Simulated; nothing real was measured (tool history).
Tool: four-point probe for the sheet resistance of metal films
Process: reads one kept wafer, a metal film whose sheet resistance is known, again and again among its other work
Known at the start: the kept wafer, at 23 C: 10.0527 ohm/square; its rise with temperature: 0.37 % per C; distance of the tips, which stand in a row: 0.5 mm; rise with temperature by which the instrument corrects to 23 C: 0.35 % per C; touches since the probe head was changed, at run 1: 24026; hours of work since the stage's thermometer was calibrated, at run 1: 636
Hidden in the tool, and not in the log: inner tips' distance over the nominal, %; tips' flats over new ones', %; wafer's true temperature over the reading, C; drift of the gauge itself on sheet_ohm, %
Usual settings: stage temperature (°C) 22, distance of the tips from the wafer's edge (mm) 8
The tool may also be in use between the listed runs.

run	day	stage temperature (°C)	distance of the tips from the wafer's edge (mm)	touches since the probe head was changed	hours of work since the stage's thermometer was calibrated	sheet resistance as the instrument gives it (ohm/square)
1	0.000	22	8	24026	636	9.994859
2	1.854	22	8	26022	663	9.992901
3	3.021	22	8	27276	680	9.991422
4	4.450	22	8	28815	701	9.991192
5	5.488	22	8	29927	717	9.990674
6	6.692	22	8	31224	734	9.989036
7	7.575	22	8	32173	747	9.988155
8	9.304	32	8	34035	773	10.007690
9	10.379	32	8	35189	789	10.010448
10	11.196	22	11	36070	801	9.978981
11	12.767	20	4	37759	824	10.041508

Forecast run 12:
12	13.579	20	4	38635	836	?

{"run 12": {"sheet resistance as the instrument gives it (ohm/square)": 10.044676}}
Without the tool's hidden state the same run would have given sheet resistance as the instrument gives it (ohm/square) 10.132262.
